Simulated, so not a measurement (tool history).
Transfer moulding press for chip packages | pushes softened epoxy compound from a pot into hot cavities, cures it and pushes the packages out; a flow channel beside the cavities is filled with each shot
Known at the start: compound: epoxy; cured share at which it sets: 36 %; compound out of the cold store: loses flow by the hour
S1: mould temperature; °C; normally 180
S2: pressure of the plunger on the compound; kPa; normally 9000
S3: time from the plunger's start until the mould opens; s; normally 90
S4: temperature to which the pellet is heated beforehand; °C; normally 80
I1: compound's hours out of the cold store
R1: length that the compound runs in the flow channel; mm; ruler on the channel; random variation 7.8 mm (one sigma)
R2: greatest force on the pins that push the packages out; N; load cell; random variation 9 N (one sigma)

run 1 hour=0 | S1=180 S2=9000 S3=90 S4=80 | I1=21.1 | R1=960 R2=432
-- hour=25.3 cavities cleaned with cleaning compound and waxed
run 2 hour=27.6 | S1=180 S2=9000 S3=90 S4=80 | I1=13.1 | R1=975 R2=421
run 3 hour=82.5 | S1=180 S2=9000 S3=90 S4=80 | I1=10.2 | R1=970 R2=422
-- hour=96.2 cavities cleaned with cleaning compound and waxed
run 4 hour=116.6 | S1=178 S2=9000 S3=90 S4=80 | I1=38.6 | R1=912 R2=459
run 5 hour=161.4 | S1=178 S2=9000 S3=90 S4=80 | I1=18.9 | R1=967 R2=463
-- hour=165.7 cavities cleaned with cleaning compound and waxed
-- hour=177.3 mould's thermocouples calibrated
-- hour=192.1 plunger's sealing rings changed
run 6 hour=211 | S1=178 S2=9000 S3=90 S4=80 | I1=23.3 | R1=959 R2=480
-- hour=241.2 cavities cleaned with cleaning compound and waxed
run 7 hour=271.9 | S1=180 S2=9000 S3=90 S4=80 | I1=33.8 | R1=927 R2=399
run 8 hour=304 | S1=180 S2=9000 S3=90 S4=80 | I1=41.6 | R1=916 R2=397
-- hour=310.9 cavities cleaned with cleaning compound and waxed
run 9 hour=336.3 | S1=180 S2=9000 S3=90 S4=80 | I1=29.3 | R1=919 R2=423
run 10 hour=368.7 | S1=180 S2=9000 S3=90 S4=80 | I1=44.6 | R1=901 R2=418
-- hour=382.5 cavities cleaned with cleaning compound and waxed
run 11 hour=405 | S1=186 S2=9000 S3=90 S4=80 | I1=29 | R1=892 R2=324
run 12 hour=435.9 | S1=180 S2=7140 S3=90 S4=80 | I1=10.1 | R1=863 R2=423
-- hour=455.7 cavities cleaned with cleaning compound and waxed
run 13 hour=484.8 | S1=180 S2=10030 S3=90 S4=80 | I1=42.1 | R1=960 R2=407
run 14 hour=516.1 | S1=180 S2=8530 S3=90 S4=87 | I1=37.2 | R1=895 R2=407
-- hour=528.8 cavities cleaned with cleaning compound and waxed
run 15 hour=554 | S1=180 S2=8520 S3=90 S4=87 | I1=41.8 | R1=871 R2=418
run 16 hour=583.5 | S1=180 S2=7740 S3=90 S4=87 | I1=27 | R1=877 R2=425
-- hour=600.1 cavities cleaned with cleaning compound and waxed
-- hour=617.5 plunger's sealing rings changed
run 17 hour=618.6 | S1=180 S2=9980 S3=90 S4=87 | I1=34.2 | R1=968 R2=413
-- hour=674.3 cavities cleaned with cleaning compound and waxed
run 18 hour=675.5 | S1=185 S2=8560 S3=79 S4=87 | I1=46.3 | R1=868 R2=378
run 19 hour=722.5 | S1=184 S2=8560 S3=75 S4=76 | I1=30.8 | R1=873 R2=459
-- hour=744.7 cavities cleaned with cleaning compound and waxed
run 20 hour=775.4 | S1=184 S2=8560 S3=75 S4=76 | I1=36.6 | R1=885 R2=452
-- hour=814.5 mould's thermocouples calibrated
-- hour=816 cavities cleaned with cleaning compound and waxed
run 21 hour=820.8 | S1=184 S2=8560 S3=75 S4=76 | I1=36.6 | R1=874 R2=447
run 22 hour=868.7 | S1=184 S2=8560 S3=75 S4=76 | I1=14.9 | R1=919 R2=463
-- hour=886.7 cavities cleaned with cleaning compound and waxed
run 23 hour=895.1 | S1=184 S2=8560 S3=75 S4=76 | I1=13.5 | R1=908 R2=470
-- hour=956 cavities cleaned with cleaning compound and waxed
run 24 hour=956 | S1=175 S2=8560 S3=75 S4=87 | I1=10.1 | R1=988 R2=955
run 25 hour=1014.7 | S1=175 S2=8560 S3=80 S4=85 | I1=37.3 | R1=911 R2=747
-- hour=1027.7 cavities cleaned with cleaning compound and waxed
-- hour=1043.5 plunger's sealing rings changed
run 26 hour=1043.5 | S1=175 S2=8560 S3=80 S4=85 | I1=22.5 | R1=948 R2=796

What if the next run were any one of these 4? Each begins from the tool's condition after run 26:
run A hour=1095.6 | S1=180 S2=9460 S3=77 S4=80 | I1=43.1 | R1=? R2=?
run B hour=1095.6 | S1=180 S2=7100 S3=90 S4=80 | I1=29.5 | R1=? R2=?
run C hour=1095.6 | S1=180 S2=9000 S3=90 S4=80 | I1=40.6 | R1=? R2=?
run D hour=1095.6 | S1=175 S2=8560 S3=80 S4=76 | I1=35.9 | R1=? R2=?

run=A R1=937 R2=550
run=B R1=823 R2=409
run=C R1=911 R2=392
run=D R1=925 R2=759
What these runs would have given with no unlogged condition in the tool:
run=A R1=937 R2=546
run=B R1=823 R2=405
run=C R1=911 R2=389
run=D R1=925 R2=753
